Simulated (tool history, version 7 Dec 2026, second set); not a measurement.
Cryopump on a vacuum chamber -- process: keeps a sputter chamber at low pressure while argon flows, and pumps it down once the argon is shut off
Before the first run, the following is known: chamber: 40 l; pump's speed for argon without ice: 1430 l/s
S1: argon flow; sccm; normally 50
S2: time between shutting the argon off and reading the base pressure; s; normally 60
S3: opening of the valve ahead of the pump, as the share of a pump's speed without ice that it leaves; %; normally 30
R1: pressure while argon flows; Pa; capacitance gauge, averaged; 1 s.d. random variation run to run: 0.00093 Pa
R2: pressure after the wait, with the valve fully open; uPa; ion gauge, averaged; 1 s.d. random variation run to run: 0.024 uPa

| run | hour | S1 | S2 | S3 | R1 | R2 |
|---|---|---|---|---|---|---|
| 1 | 0 | 50 | 60 | 30 | 0.2033 | 1.54 |
| 2 | 26.1 | 50 | 60 | 30 | 0.2038 | 1.47 |
| 3 | 43.6 | 50 | 60 | 30 | 0.2046 | 1.48 |
| 4 | 57.2 | 50 | 60 | 30 | 0.2045 | 1.48 |
| 5 | 85.5 | 50 | 60 | 30 | 0.2065 | 1.49 |
| 6 | 98.9 | 39 | 60 | 30 | 0.1594 | 1.52 |
| 7 | 129 | 50 | 60 | 26 | 0.2384 | 1.56 |
|  | 145.6 | leaking fittings of the chamber tightened, without venting |
| 8 | 151.9 | 50 | 60 | 26 | 0.2373 | 0.89 |
| 9 | 170.5 | 50 | 60 | 30 | 0.2074 | 0.9 |
| 10 | 201.5 | 50 | 60 | 30 | 0.2085 | 0.93 |
| 11 | 224.9 | 50 | 60 | 30 | 0.2079 | 0.9 |
| 12 | 250.9 | 45 | 60 | 30 | 0.1889 | 0.93 |
| 13 | 280.1 | 45 | 60 | 19 | 0.2907 | 0.89 |
| 14 | 309.6 | 60 | 60 | 19 | 0.3921 | 0.9 |
| 15 | 331.1 | 42 | 132 | 25 | 0.2118 | 0.59 |
| 16 | 359.2 | 42 | 132 | 25 | 0.2107 | 0.63 |
| 17 | 386.5 | 42 | 132 | 25 | 0.2118 | 0.61 |
| 18 | 410 | 42 | 132 | 25 | 0.212 | 0.59 |
| 19 | 431.1 | 42 | 132 | 25 | 0.2123 | 0.66 |
| 20 | 455.8 | 66 | 103 | 34 | 0.252 | 0.73 |
| 21 | 477.6 | 66 | 103 | 34 | 0.2519 | 0.68 |
| 22 | 503.4 | 66 | 118 | 25 | 0.336 | 0.66 |
| 23 | 517.4 | 58 | 54 | 57 | 0.1444 | 1.13 |
| 24 | 535.4 | 58 | 54 | 57 | 0.1429 | 1.07 |
| 25 | 559.9 | 41 | 60 | 17 | 0.3009 | 0.95 |
| 26 | 586.5 | 41 | 60 | 17 | 0.3022 | 0.98 |
| 27 | 605.6 | 41 | 60 | 17 | 0.3028 | 0.98 |

Each row is a separate what-if for the run after 27, all from the same tool condition, not one after another. Results?
| A | 633.1 | 50 | 41 | 29 | ? | ? |
| B | 633.1 | 59 | 81 | 17 | ? | ? |
| C | 633.1 | 41 | 104 | 45 | ? | ? |

| run | R1 | R2 |
|---|---|---|
| A | 0.2272 | 1.26 |
| B | 0.4337 | 0.89 |
| C | 0.1268 | 0.77 |
Had the tool no hidden state, the same runs would have come out as:
| run | R1 | R2 |
|---|---|---|
| A | 0.2048 | 1.07 |
| B | 0.4075 | 0.7 |
| C | 0.1084 | 0.57 |
